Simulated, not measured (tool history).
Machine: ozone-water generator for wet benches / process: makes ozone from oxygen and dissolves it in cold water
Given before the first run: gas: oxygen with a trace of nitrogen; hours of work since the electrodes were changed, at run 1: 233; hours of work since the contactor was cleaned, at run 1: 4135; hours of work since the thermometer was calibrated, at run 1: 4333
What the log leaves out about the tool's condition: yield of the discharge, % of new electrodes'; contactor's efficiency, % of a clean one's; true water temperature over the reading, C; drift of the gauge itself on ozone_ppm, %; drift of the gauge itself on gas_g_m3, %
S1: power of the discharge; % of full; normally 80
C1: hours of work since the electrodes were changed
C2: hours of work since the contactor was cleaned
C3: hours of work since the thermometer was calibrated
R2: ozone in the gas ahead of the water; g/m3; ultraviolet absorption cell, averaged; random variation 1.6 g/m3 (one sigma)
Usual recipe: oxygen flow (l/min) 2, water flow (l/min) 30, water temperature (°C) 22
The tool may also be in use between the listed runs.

Run 1, hour 0: usual settings; C1 233; C2 4135; C3 4333. Result: dissolved ozone (ppm) 13.5, R2 294.8 g/m3.
Run 2, hour 26.5: usual settings; C1 254; C2 4156; C3 4354. Result: dissolved ozone (ppm) 13.7, R2 299.1 g/m3.
Run 3, hour 81.8: usual settings; C1 297; C2 4199; C3 4397. Result: dissolved ozone (ppm) 13.3, R2 297.4 g/m3.
Run 4, hour 107.9: usual settings; C1 318; C2 4219; C3 4417. Result: dissolved ozone (ppm) 13.5, R2 299.5 g/m3.
Run 5, hour 153.4: usual settings but oxygen flow (l/min) 1.84; C1 353; C2 4255; C3 4453. Result: dissolved ozone (ppm) 13.6, R2 318 g/m3.
Run 6, hour 187.9: usual settings; C1 380; C2 4282; C3 4480. Result: dissolved ozone (ppm) 13.8, R2 300.3 g/m3.
Run 7, hour 212.3: usual settings but water temperature (°C) 19; C1 400; C2 4301; C3 4499. Result: dissolved ozone (ppm) 13.6, R2 301.5 g/m3.
Run 8, hour 237.5: usual settings but water temperature (°C) 19; C1 419; C2 4321; C3 4519. Result: dissolved ozone (ppm) 13.6, R2 300.7 g/m3.
Run 9, hour 276.4: usual settings but water temperature (°C) 19; C1 450; C2 4351; C3 4549. Result: dissolved ozone (ppm) 13.9, R2 302.4 g/m3.
Run 10, hour 321.4: usual settings but water temperature (°C) 19; C1 485; C2 4386; C3 4585. Result: dissolved ozone (ppm) 14, R2 302.9 g/m3.
Run 11, hour 372.3: usual settings but water temperature (°C) 19; C1 525; C2 4426; C3 4624. Result: dissolved ozone (ppm) 13.9, R2 300.6 g/m3.
Run 12, hour 404.2: usual settings but water temperature (°C) 19; C1 550; C2 4451; C3 4649. Result: dissolved ozone (ppm) 13.8, R2 305.5 g/m3.
Run 13, hour 448.4: usual settings but water temperature (°C) 19; C1 584; C2 4486; C3 4684. Result: dissolved ozone (ppm) 13.8, R2 306.4 g/m3.
Run 14, hour 498.9: usual settings but S1 70 % of full, oxygen flow (l/min) 3.09, water flow (l/min) 19, water temperature (°C) 14; C1 624; C2 4525; C3 4723. Result: dissolved ozone (ppm) 20.8, R2 210.2 g/m3.
At hour 541.1: water thermometer calibrated.
Run 15, hour 541.1: usual settings but S1 47 % of full, oxygen flow (l/min) 1.33; C1 656; C2 4558; C3 0. Result: dissolved ozone (ppm) 9.5, R2 299.1 g/m3.
Run 16, hour 593.4: usual settings but oxygen flow (l/min) 2.08, water flow (l/min) 43; C1 697; C2 4599; C3 41. Result: dissolved ozone (ppm) 9.7, R2 299.7 g/m3.
Run 17, hour 626.2: usual settings but S1 51 % of full, oxygen flow (l/min) 2.02, water flow (l/min) 43; C1 723; C2 4625; C3 67. Result: dissolved ozone (ppm) 7.4, R2 235.7 g/m3.
Run 18, hour 666.9: usual settings but S1 51 % of full, oxygen flow (l/min) 2.02, water flow (l/min) 43; C1 755; C2 4656; C3 98. Result: dissolved ozone (ppm) 7.2, R2 236.7 g/m3.
At hour 687.9: gauge calibrated.
Run 19, hour 706.9: usual settings but S1 52 % of full, oxygen flow (l/min) 2.02, water flow (l/min) 25; C1 786; C2 4688; C3 130. Result: dissolved ozone (ppm) 12.8, R2 233.9 g/m3.
Run 20, hour 744.7: usual settings but water flow (l/min) 44; C1 816; C2 4717; C3 159. Result: dissolved ozone (ppm) 9.4, R2 298.1 g/m3.
Run 21, hour 792: usual settings but S1 51 % of full; C1 853; C2 4754; C3 196. Result: dissolved ozone (ppm) 10.6, R2 232.8 g/m3.
Run 22, hour 830.2: usual settings but water flow (l/min) 20, water temperature (°C) 15; C1 883; C2 4784; C3 226. Result: dissolved ozone (ppm) 20.8, R2 298.1 g/m3.

5 options for the next run, each taken on its own from the tool as it stands now. Forecast them:
Run A, hour 872.1: usual settings but S1 44 % of full, water flow (l/min) 20, water temperature (°C) 15; C1 916; C2 4817; C3 259. Result: dissolved ozone (ppm) ?, R2 ?.
Run B, hour 872.1: usual settings but S1 56 % of full, oxygen flow (l/min) 1.3, water temperature (°C) 20; C1 916; C2 4817; C3 259. Result: dissolved ozone (ppm) ?, R2 ?.
Run C, hour 872.1: usual settings but oxygen flow (l/min) 1.07, water flow (l/min) 25, water temperature (°C) 26; C1 916; C2 4817; C3 259. Result: dissolved ozone (ppm) ?, R2 ?.
Run D, hour 872.1: usual settings but oxygen flow (l/min) 1.69, water flow (l/min) 20, water temperature (°C) 15; C1 916; C2 4817; C3 259. Result: dissolved ozone (ppm) ?, R2 ?.
Run E, hour 872.1: usual settings but water flow (l/min) 26, water temperature (°C) 15; C1 916; C2 4817; C3 259. Result: dissolved ozone (ppm) ?, R2 ?.

run  dissolved ozone (ppm)     R2
  A                   14.7  215.7
  B                   10.6    330
  C                   14.4    462
  D                   20.6    339
  E                   16.4  301.1
The same runs, with their run-to-run variation unchanged, on a tool lacking any hidden condition would have given:
run  dissolved ozone (ppm)     R2
  A                   14.8  214.1
  B                   10.6  327.6
  C                   14.5  458.7
  D                   20.6  336.5
  E                   16.4  298.9
